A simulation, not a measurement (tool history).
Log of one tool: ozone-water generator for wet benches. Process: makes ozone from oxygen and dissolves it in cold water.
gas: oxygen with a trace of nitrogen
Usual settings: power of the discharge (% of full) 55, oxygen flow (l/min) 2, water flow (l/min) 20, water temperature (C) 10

run	hour	power of the discharge (% of full)	oxygen flow (l/min)	water flow (l/min)	water temperature (C)	dissolved ozone (ppm)	ozone in the gas ahead of the water (g/m3)
1	0	55	2	20	10	10	160.1
2	30	55	2	20	10	10	159.1
3	46.3	55	2	20	10	9.9	161.1
4	85.6	55	2	20	10	9.9	161.1
5	102.8	55	2	20	10	9.8	161
6	140.7	55	2	20	6	10.1	159.1
7	158.7	55	2	20	6	10.2	160.2
8	192.5	55	2	20	6	10	158.1
9	231	55	2	14	6	14.6	159.6
10	253.1	55	2	14	6	14.4	160.2
11	272.2	55	2	20	8	9.9	158.8
12	305.1	55	1.04	20	8	8	227.6
13	343.8	55	2	29	10	6.7	160.6
# hour 352.2: contactor cleaned
14	369.8	55	2	29	10	7.1	158.5
# hour 373.4: water thermometer calibrated
15	403.2	51	2	20	10	9.9	154.4
16	438.1	51	2	20	10	10.2	154.6
17	469	51	2	16	10	12.6	152.1
18	495	89	2.53	14	9	19.9	179.9
19	528.1	89	2.44	14	7	20.3	184.7
20	563.2	96	2.44	14	7	20.7	192.4
21	580.2	96	2.44	14	7	21.2	190.4
# hour 583.6: water thermometer calibrated, once more
22	597.2	52	3.22	20	10	11.2	118.6
23	633.6	62	3.22	20	15	12	131.3
24	666.1	62	3.22	20	15	11.6	131.7
25	701	62	3.22	20	15	11.6	131.2
26	723.4	55	2	19	10	10.9	159.2
27	755.9	55	2	19	10	10.9	158.1
28	783.2	49	2	20	14	9.6	150.4
29	804.2	76	2.42	14	10	17.7	169.9
30	841.5	76	2.42	14	11	17.6	167.1
31	861.5	55	1.85	12	10	16.7	165.6
32	880.2	98	1.85	15	6	18.8	223.8
33	919.2	55	3.03	20	6	11.8	127.1

Hidden state or all else? Some run-to-run changes of dissolved ozone (ppm), split into what the settings, what came in and random variation would give without the hidden state, and what is left for the hidden state (with any gauge scatter that isn't in both results):
The hidden state here: yield of the discharge, % of new electrodes'; contactor's efficiency, % of a clean one's; true water temperature over the reading, C; drift of the gauge itself on ozone_ppm, %; drift of the gauge itself on gas_g_m3, %.
Run 13 -> 14: contactor cleaned. dissolved ozone (ppm) +0.4: hidden state +0.4, all else +0.
Run 17 -> 18: power of the discharge (% of full) 51 -> 89, oxygen flow (l/min) 2 -> 2.53, water flow (l/min) 16 -> 14, water temperature (C) 10 -> 9. dissolved ozone (ppm) +7.3: hidden state -0.3, all else +7.6.
Run 21 -> 22: power of the discharge (% of full) 96 -> 52, oxygen flow (l/min) 2.44 -> 3.22, water flow (l/min) 14 -> 20, water temperature (C) 7 -> 10, water thermometer calibrated, once more. dissolved ozone (ppm) -10: hidden state +0.5, all else -10.5.
Run 28 -> 29: power of the discharge (% of full) 49 -> 76, oxygen flow (l/min) 2 -> 2.42, water flow (l/min) 20 -> 14, water temperature (C) 14 -> 10. dissolved ozone (ppm) +8.1: hidden state -0.4, all else +8.5.
